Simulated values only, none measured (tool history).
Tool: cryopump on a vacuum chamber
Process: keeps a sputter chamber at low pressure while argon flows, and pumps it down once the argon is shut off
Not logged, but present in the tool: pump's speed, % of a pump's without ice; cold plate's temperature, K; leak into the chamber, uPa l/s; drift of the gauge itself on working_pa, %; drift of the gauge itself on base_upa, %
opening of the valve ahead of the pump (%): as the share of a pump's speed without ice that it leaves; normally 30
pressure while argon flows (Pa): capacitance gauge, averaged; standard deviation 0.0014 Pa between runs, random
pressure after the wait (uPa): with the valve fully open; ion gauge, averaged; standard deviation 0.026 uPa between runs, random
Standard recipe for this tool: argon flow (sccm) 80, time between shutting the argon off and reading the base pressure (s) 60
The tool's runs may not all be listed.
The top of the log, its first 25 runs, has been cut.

run,hour,argon flow (sccm),time between shutting the argon off and reading the base pressure (s),opening of the valve ahead of the pump (%),hours of work since the pump was warmed up and emptied,hours of work since the cold head was overhauled,hours of work since the chamber's fittings were tightened,pressure while argon flows (Pa),pressure after the wait (uPa)
26,338.6,45,104,23,313,313,408,0.2532,0.98
27,348.3,38,89,56,316,316,412,0.0919,1.1
28,360.1,80,34,40,321,321,417,0.2656,2.19
29,369.1,145,175,60,325,325,421,0.3272,0.81
30,387.6,80,33,30,332,332,428,0.3491,2.27
31,407.2,80,60,29,340,340,436,0.3593,1.46
32,424.2,80,60,29,347,347,443,0.3605,1.51
33,434.8,80,60,29,351,351,447,0.3635,1.48
34,450.6,80,60,29,357,357,453,0.3591,1.49

4 options for the next run, each taken on its own from the tool as it stands now. Forecast them:
A,459.7,54,60,29,361,361,457,?,?
B,459.7,96,60,41,361,361,457,?,?
C,459.7,57,28,40,361,361,457,?,?
D,459.7,99,51,15,361,361,457,?,?

run,pressure while argon flows (Pa),pressure after the wait (uPa)
A,0.2472,1.51
B,0.3135,1.45
C,0.19,2.52
D,0.8441,1.66
Stripped of hidden state, with their random variation kept, the same runs would have yielded:
run,pressure while argon flows (Pa),pressure after the wait (uPa)
A,0.236,1.19
B,0.2938,1.13
C,0.1783,2.2
D,0.8239,1.33
